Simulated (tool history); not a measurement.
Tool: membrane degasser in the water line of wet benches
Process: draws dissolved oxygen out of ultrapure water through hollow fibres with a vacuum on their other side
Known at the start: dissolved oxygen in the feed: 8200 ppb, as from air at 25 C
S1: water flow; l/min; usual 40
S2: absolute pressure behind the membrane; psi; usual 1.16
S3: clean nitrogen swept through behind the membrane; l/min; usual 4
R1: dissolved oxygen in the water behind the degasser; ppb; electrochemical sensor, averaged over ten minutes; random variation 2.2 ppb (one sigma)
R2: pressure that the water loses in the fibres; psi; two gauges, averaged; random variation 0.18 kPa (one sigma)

run	hour	S1	S2	S3	R1	R2
1	0	40	1.16	4	228.5	4.838
2	41.2	40	1.16	4	228	4.823
3	78.3	33	1.16	4	179	3.97
4	99.7	33	1.16	4	180	3.981
5	135.7	40	1.16	4	236.6	4.841
6	164.1	40	1.16	4	228.4	4.852
7	190.3	40	1.16	4	230.6	4.789
# hour 209.9: seals of the vacuum lines changed
8	234.2	40	1.16	4	229.4	4.844
9	260.6	40	1.16	4	229	4.847
10	284.4	40	1.16	4	223.3	4.809
11	314.6	40	1.16	4	230.7	4.878
12	352.2	40	1.16	4	231.4	4.815
13	376.6	40	1.16	4	231.1	4.843
14	421.2	49	1.16	4	288.2	5.902
15	450.4	49	1.16	4	293.8	5.881
16	471.7	49	1.16	4	288.4	5.889
17	503.1	31	2.35	4.25	293.5	3.762
# hour 507.4: vacuum gauge calibrated
18	526.8	53	0.79	2.55	293.8	6.427
19	567.3	53	0.79	2.55	294.3	6.364
20	591.7	53	0.79	2.55	286.7	6.418

The next listed run, before its measurement:
21	623.2	25	1.16	2.13	?	?

R1: 194.1 ppb
R2: 3.001 psi
Without the tool's hidden state the same run would have given R1 178.5 ppb, R2 2.965 psi.
